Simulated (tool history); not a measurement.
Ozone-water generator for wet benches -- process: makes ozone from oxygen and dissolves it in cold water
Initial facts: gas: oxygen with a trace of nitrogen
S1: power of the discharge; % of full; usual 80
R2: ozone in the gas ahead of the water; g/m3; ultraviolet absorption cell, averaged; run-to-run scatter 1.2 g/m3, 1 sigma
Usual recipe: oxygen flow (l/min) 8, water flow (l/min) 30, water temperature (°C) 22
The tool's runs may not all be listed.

{"run": 1, "hour": 0.0, "S1": 80, "oxygen flow (l/min)": 8, "water flow (l/min)": 30, "water temperature (°C)": 22, "dissolved ozone (ppm)": 23.8, "R2": 222.3}
{"run": 2, "hour": 48.3, "S1": 80, "oxygen flow (l/min)": 8, "water flow (l/min)": 30, "water temperature (°C)": 22, "dissolved ozone (ppm)": 23.4, "R2": 228}
{"run": 3, "hour": 113.1, "S1": 80, "oxygen flow (l/min)": 8, "water flow (l/min)": 30, "water temperature (°C)": 22, "dissolved ozone (ppm)": 23.5, "R2": 224.6}
{"run": 4, "hour": 191.8, "S1": 80, "oxygen flow (l/min)": 5.47, "water flow (l/min)": 30, "water temperature (°C)": 22, "dissolved ozone (ppm)": 21.9, "R2": 261.7}
{"run": 5, "hour": 284.4, "S1": 80, "oxygen flow (l/min)": 8, "water flow (l/min)": 30, "water temperature (°C)": 22, "dissolved ozone (ppm)": 23.5, "R2": 224.9}
{"run": 6, "hour": 354.9, "S1": 80, "oxygen flow (l/min)": 8, "water flow (l/min)": 30, "water temperature (°C)": 22, "dissolved ozone (ppm)": 23.4, "R2": 227.1}
{"run": 7, "hour": 435.9, "S1": 80, "oxygen flow (l/min)": 7.59, "water flow (l/min)": 30, "water temperature (°C)": 22, "dissolved ozone (ppm)": 23.4, "R2": 229.7}
{"hour": 454.5, "done": "contactor cleaned"}
{"run": 8, "hour": 512.5, "S1": 80, "oxygen flow (l/min)": 7.59, "water flow (l/min)": 30, "water temperature (°C)": 22, "dissolved ozone (ppm)": 23.3, "R2": 231.5}
{"run": 9, "hour": 575.4, "S1": 80, "oxygen flow (l/min)": 7.59, "water flow (l/min)": 30, "water temperature (°C)": 18, "dissolved ozone (ppm)": 24.7, "R2": 230.2}
{"run": 10, "hour": 624.0, "S1": 80, "oxygen flow (l/min)": 7.59, "water flow (l/min)": 30, "water temperature (°C)": 18, "dissolved ozone (ppm)": 24.6, "R2": 232.1}
{"run": 11, "hour": 715.7, "S1": 80, "oxygen flow (l/min)": 8, "water flow (l/min)": 31, "water temperature (°C)": 22, "dissolved ozone (ppm)": 22.8, "R2": 225.9}
{"run": 12, "hour": 787.5, "S1": 80, "oxygen flow (l/min)": 8, "water flow (l/min)": 30, "water temperature (°C)": 28, "dissolved ozone (ppm)": 21.3, "R2": 226.5}
{"run": 13, "hour": 829.9, "S1": 80, "oxygen flow (l/min)": 8, "water flow (l/min)": 30, "water temperature (°C)": 28, "dissolved ozone (ppm)": 21.1, "R2": 227.2}
{"run": 14, "hour": 887.0, "S1": 78, "oxygen flow (l/min)": 6.09, "water flow (l/min)": 30, "water temperature (°C)": 22, "dissolved ozone (ppm)": 21.9, "R2": 248.9}
{"run": 15, "hour": 936.2, "S1": 48, "oxygen flow (l/min)": 7.5, "water flow (l/min)": 37, "water temperature (°C)": 17, "dissolved ozone (ppm)": 15.7, "R2": 176.2}
{"run": 16, "hour": 1036.7, "S1": 48, "oxygen flow (l/min)": 7.5, "water flow (l/min)": 37, "water temperature (°C)": 17, "dissolved ozone (ppm)": 15.7, "R2": 174.1}
{"run": 17, "hour": 1107.1, "S1": 48, "oxygen flow (l/min)": 7.5, "water flow (l/min)": 37, "water temperature (°C)": 17, "dissolved ozone (ppm)": 15.7, "R2": 176.3}
{"run": 18, "hour": 1154.3, "S1": 45, "oxygen flow (l/min)": 4.73, "water flow (l/min)": 28, "water temperature (°C)": 16, "dissolved ozone (ppm)": 17.5, "R2": 201.6}

The next listed run, before its measurement:
{"run": 19, "hour": 1238.1, "S1": 80, "oxygen flow (l/min)": 4.36, "water flow (l/min)": 30, "water temperature (°C)": 21, "dissolved ozone (ppm)": "?", "R2": "?"}

dissolved ozone (ppm): 20.9
R2: 285.4 g/m3
Without the tool's hidden state the same run would have given dissolved ozone (ppm) 20.9, R2 285.5 g/m3.

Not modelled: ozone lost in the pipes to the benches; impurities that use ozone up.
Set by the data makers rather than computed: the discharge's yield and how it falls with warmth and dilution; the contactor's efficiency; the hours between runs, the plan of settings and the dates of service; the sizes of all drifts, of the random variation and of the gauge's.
